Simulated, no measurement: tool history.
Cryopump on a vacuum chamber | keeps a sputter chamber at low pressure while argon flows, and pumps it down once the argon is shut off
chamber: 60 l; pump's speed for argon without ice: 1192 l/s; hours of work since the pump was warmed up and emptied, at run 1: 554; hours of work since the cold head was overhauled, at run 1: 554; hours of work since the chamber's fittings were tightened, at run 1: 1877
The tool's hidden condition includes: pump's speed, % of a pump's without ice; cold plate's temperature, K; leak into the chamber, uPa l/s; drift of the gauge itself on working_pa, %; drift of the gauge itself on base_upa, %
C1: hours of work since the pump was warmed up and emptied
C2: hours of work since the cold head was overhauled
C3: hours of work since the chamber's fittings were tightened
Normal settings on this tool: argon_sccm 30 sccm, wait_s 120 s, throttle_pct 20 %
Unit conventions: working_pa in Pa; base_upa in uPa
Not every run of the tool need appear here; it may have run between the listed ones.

run 1 day=0 | argon_sccm=30 wait_s=120 throttle_pct=20 | C1=554 C2=554 C3=1877 | working_pa=0.2282 base_upa=5.46
run 2 day=3.075 | argon_sccm=30 wait_s=120 throttle_pct=20 | C1=603 C2=603 C3=1925 | working_pa=0.2288 base_upa=5.66
run 3 day=6.371 | argon_sccm=30 wait_s=120 throttle_pct=20 | C1=655 C2=655 C3=1978 | working_pa=0.2296 base_upa=5.9
-- day=6.708 leaking fittings of the chamber tightened, without venting
run 4 day=8.988 | argon_sccm=30 wait_s=286 throttle_pct=20 | C1=695 C2=695 C3=36 | working_pa=0.2323 base_upa=0.81
-- day=11.238 pump warmed up, emptied and cooled again
run 5 day=12.379 | argon_sccm=30 wait_s=286 throttle_pct=20 | C1=18 C2=745 C3=87 | working_pa=0.2147 base_upa=0.74
run 6 day=14.804 | argon_sccm=30 wait_s=286 throttle_pct=20 | C1=57 C2=784 C3=125 | working_pa=0.2134 base_upa=0.86
run 7 day=17.779 | argon_sccm=30 wait_s=286 throttle_pct=20 | C1=104 C2=831 C3=172 | working_pa=0.2144 base_upa=0.92
run 8 day=21.704 | argon_sccm=30 wait_s=286 throttle_pct=20 | C1=166 C2=893 C3=234 | working_pa=0.2162 base_upa=1.1
run 9 day=24.712 | argon_sccm=30 wait_s=286 throttle_pct=20 | C1=213 C2=941 C3=282 | working_pa=0.218 base_upa=1.2
run 10 day=28.35 | argon_sccm=30 wait_s=286 throttle_pct=20 | C1=271 C2=998 C3=340 | working_pa=0.2192 base_upa=1.36
run 11 day=33.392 | argon_sccm=30 wait_s=191 throttle_pct=20 | C1=351 C2=1078 C3=419 | working_pa=0.2221 base_upa=1.67
run 12 day=36.45 | argon_sccm=30 wait_s=120 throttle_pct=20 | C1=400 C2=1127 C3=468 | working_pa=0.2217 base_upa=2.15
run 13 day=40.088 | argon_sccm=30 wait_s=120 throttle_pct=20 | C1=457 C2=1184 C3=526 | working_pa=0.2226 base_upa=2.25
run 14 day=43.142 | argon_sccm=40 wait_s=178 throttle_pct=20 | C1=505 C2=1233 C3=574 | working_pa=0.2999 base_upa=2.21
run 15 day=47.862 | argon_sccm=53 wait_s=120 throttle_pct=20 | C1=580 C2=1308 C3=649 | working_pa=0.4042 base_upa=2.66
run 16 day=51.117 | argon_sccm=20 wait_s=120 throttle_pct=19 | C1=632 C2=1359 C3=700 | working_pa=0.1621 base_upa=2.91
run 17 day=53.538 | argon_sccm=20 wait_s=72 throttle_pct=31 | C1=670 C2=1397 C3=739 | working_pa=0.1046 base_upa=3.68
-- day=57.062 pump warmed up, emptied and cooled again
run 18 day=57.062 | argon_sccm=16 wait_s=81 throttle_pct=47 | C1=0 C2=1450 C3=791 | working_pa=0.0484 base_upa=2.85
run 19 day=61.925 | argon_sccm=13 wait_s=119 throttle_pct=34 | C1=77 C2=1527 C3=868 | working_pa=0.0554 base_upa=2.59
run 20 day=65.35 | argon_sccm=13 wait_s=271 throttle_pct=24 | C1=131 C2=1581 C3=923 | working_pa=0.0781 base_upa=2.32
run 21 day=68.521 | argon_sccm=30 wait_s=120 throttle_pct=28 | C1=182 C2=1632 C3=973 | working_pa=0.157 base_upa=2.91
run 22 day=72.671 | argon_sccm=22 wait_s=120 throttle_pct=23 | C1=247 C2=1697 C3=1039 | working_pa=0.1413 base_upa=3.17
run 23 day=75.079 | argon_sccm=51 wait_s=224 throttle_pct=46 | C1=286 C2=1735 C3=1077 | working_pa=0.1706 base_upa=2.88
run 24 day=78.371 | argon_sccm=30 wait_s=120 throttle_pct=40 | C1=338 C2=1788 C3=1129 | working_pa=0.1148 base_upa=3.38
run 25 day=81.579 | argon_sccm=30 wait_s=120 throttle_pct=40 | C1=389 C2=1838 C3=1180 | working_pa=0.1164 base_upa=3.5
run 26 day=84.921 | argon_sccm=30 wait_s=120 throttle_pct=40 | C1=441 C2=1891 C3=1233 | working_pa=0.1183 base_upa=3.78

Below are 5 alternative next runs, each starting from the tool's condition after run 26. Predict each:
run A day=88.154 | argon_sccm=30 wait_s=120 throttle_pct=17 | C1=493 C2=1943 C3=1284 | working_pa=? base_upa=?
run B day=88.154 | argon_sccm=13 wait_s=120 throttle_pct=40 | C1=493 C2=1943 C3=1284 | working_pa=? base_upa=?
run C day=88.154 | argon_sccm=17 wait_s=120 throttle_pct=40 | C1=493 C2=1943 C3=1284 | working_pa=? base_upa=?
run D day=88.154 | argon_sccm=32 wait_s=120 throttle_pct=40 | C1=493 C2=1943 C3=1284 | working_pa=? base_upa=?
run E day=88.154 | argon_sccm=30 wait_s=109 throttle_pct=40 | C1=493 C2=1943 C3=1284 | working_pa=? base_upa=?

run=A working_pa=0.2652 base_upa=4.07
run=B working_pa=0.0522 base_upa=4.07
run=C working_pa=0.0688 base_upa=3.94
run=D working_pa=0.13 base_upa=4.05
run=E working_pa=0.1203 base_upa=4.09
What these runs would have given with no unlogged condition in the tool:
run=A working_pa=0.2512 base_upa=1.06
run=B working_pa=0.0462 base_upa=1.08
run=C working_pa=0.061 base_upa=1.04
run=D working_pa=0.1151 base_upa=1.03
run=E working_pa=0.1064 base_upa=1.13

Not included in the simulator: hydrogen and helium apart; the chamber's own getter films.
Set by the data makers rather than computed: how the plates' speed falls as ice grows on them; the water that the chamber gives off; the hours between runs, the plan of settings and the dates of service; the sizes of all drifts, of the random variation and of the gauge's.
